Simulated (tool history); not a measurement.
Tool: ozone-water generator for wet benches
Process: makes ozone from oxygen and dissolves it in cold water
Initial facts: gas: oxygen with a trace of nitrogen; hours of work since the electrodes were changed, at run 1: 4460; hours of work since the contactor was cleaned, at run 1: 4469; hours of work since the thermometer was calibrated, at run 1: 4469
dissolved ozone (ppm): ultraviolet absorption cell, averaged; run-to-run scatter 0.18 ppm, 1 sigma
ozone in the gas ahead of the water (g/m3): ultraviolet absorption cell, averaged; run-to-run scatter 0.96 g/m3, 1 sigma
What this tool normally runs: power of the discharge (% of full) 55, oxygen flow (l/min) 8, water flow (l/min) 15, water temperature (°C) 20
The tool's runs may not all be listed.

run	hour	power of the discharge (% of full)	oxygen flow (l/min)	water flow (l/min)	water temperature (°C)	hours of work since the electrodes were changed	hours of work since the contactor was cleaned	hours of work since the thermometer was calibrated	dissolved ozone (ppm)	ozone in the gas ahead of the water (g/m3)
1	0	55	8	15	20	4460	4469	4469	21.6	152.9
2	161.8	55	8	15	12	4599	4608	4608	25	151.8
# hour 295.5: water thermometer calibrated
# hour 329.4: contactor cleaned
3	333.6	55	8	15	12	4742	4	29	26	150.2
4	468.3	55	8	15	20	4857	119	145	22.2	148.9
5	637	55	8	15	17	5002	264	289	23.3	148
6	721.5	55	8	15	17	5074	336	362	23.3	148.2
7	904.4	56	8	15	17	5231	493	518	23.5	149.2
8	1074	61	8	15	17	5376	638	664	25.1	159.4
9	1200.6	55	8	11	20	5485	747	772	26	146.7
10	1315.8	55	8	11	20	5584	845	871	26	147.3
11	1495.1	55	8	11	17	5737	999	1025	27.4	145.4
12	1629.1	55	8	11	17	5852	1114	1139	27.1	147
13	1760.1	55	8	11	17	5964	1226	1252	27.3	146.3
14	1880.7	55	8	15	26	6068	1329	1355	18.8	146.3
15	1966.4	55	8	15	20	6141	1403	1428	21.4	146
16	2058	55	8	15	20	6220	1481	1507	21.1	147.2
17	2214.4	55	11.24	10	24	6354	1615	1641	21.7	122.6
18	2364.6	55	11.24	10	24	6482	1744	1770	22.1	123.4
19	2458.8	55	11.24	10	24	6563	1825	1850	21.6	121
20	2574.2	66	12.07	15	20	6662	1924	1949	22.3	135.3
21	2687.9	66	12.07	15	20	6759	2021	2047	22.4	135.7

What will run 22 give?
22	2807.4	66	10.2	15	20	6862	2124	2149	?	?

dissolved ozone (ppm): 22.8
ozone in the gas ahead of the water (g/m3): 146.9
Without the tool's hidden state the same run would have given dissolved ozone (ppm) 27.3, ozone in the gas ahead of the water (g/m3) 172.9.
